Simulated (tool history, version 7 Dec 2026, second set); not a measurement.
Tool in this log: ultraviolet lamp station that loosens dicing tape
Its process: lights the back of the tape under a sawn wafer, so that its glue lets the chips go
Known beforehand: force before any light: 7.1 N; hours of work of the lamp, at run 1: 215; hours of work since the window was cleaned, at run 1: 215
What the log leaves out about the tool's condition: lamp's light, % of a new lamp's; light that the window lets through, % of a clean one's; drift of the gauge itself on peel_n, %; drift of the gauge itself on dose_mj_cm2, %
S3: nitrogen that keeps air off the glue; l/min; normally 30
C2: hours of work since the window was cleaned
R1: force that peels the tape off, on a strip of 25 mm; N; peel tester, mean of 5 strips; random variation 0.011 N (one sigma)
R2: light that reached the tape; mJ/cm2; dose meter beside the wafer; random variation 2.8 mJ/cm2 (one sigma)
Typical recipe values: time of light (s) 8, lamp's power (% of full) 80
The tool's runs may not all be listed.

Run 1, day 0.000: usual settings; hours of work of the lamp 215; C2 215. Result: R1 0.521 N, R2 366 mJ/cm2.
Run 2, day 1.358: usual settings but S3 14 l/min; hours of work of the lamp 228; C2 228. Result: R1 0.789 N, R2 372 mJ/cm2.
Run 3, day 2.283: usual settings but S3 14 l/min; hours of work of the lamp 237; C2 237. Result: R1 0.822 N, R2 370 mJ/cm2.
Run 4, day 3.775: usual settings but S3 14 l/min; hours of work of the lamp 252; C2 252. Result: R1 0.770 N, R2 373 mJ/cm2.
Run 5, day 5.242: usual settings; hours of work of the lamp 267; C2 267. Result: R1 0.547 N, R2 367 mJ/cm2.
Run 6, day 7.033: usual settings; hours of work of the lamp 285; C2 285. Result: R1 0.562 N, R2 365 mJ/cm2.
Run 7, day 8.462: usual settings but time of light (s) 14; hours of work of the lamp 299; C2 299. Result: R1 0.191 N, R2 635 mJ/cm2.
Run 8, day 9.267: usual settings but lamp's power (% of full) 65; hours of work of the lamp 307; C2 307. Result: R1 0.871 N, R2 294 mJ/cm2.
Run 9, day 11.075: usual settings but time of light (s) 10, lamp's power (% of full) 62; hours of work of the lamp 325; C2 325. Result: R1 0.631 N, R2 346 mJ/cm2.
At day 11.229: window cleaned of glue's vapour.
Run 10, day 12.075: usual settings but time of light (s) 10, lamp's power (% of full) 62; hours of work of the lamp 335; C2 8. Result: R1 0.660 N, R2 331 mJ/cm2.
Run 11, day 13.767: usual settings but time of light (s) 10, lamp's power (% of full) 62, S3 19 l/min; hours of work of the lamp 351; C2 25. Result: R1 0.837 N, R2 336 mJ/cm2.
Run 12, day 15.238: usual settings but time of light (s) 5, lamp's power (% of full) 74, S3 55 l/min; hours of work of the lamp 366; C2 40. Result: R1 1.453 N, R2 199 mJ/cm2.

What will run 13 give?
Run 13, day 16.362: usual settings but time of light (s) 5, lamp's power (% of full) 74, S3 55 l/min; hours of work of the lamp 377; C2 51. Result: R1 ?, R2 ?.

Run 13 yielded R1 1.443 N, R2 196 mJ/cm2.
With the hidden condition absent and the run-to-run variation left alone, this run would have shown R1 1.100 N, R2 232 mJ/cm2.

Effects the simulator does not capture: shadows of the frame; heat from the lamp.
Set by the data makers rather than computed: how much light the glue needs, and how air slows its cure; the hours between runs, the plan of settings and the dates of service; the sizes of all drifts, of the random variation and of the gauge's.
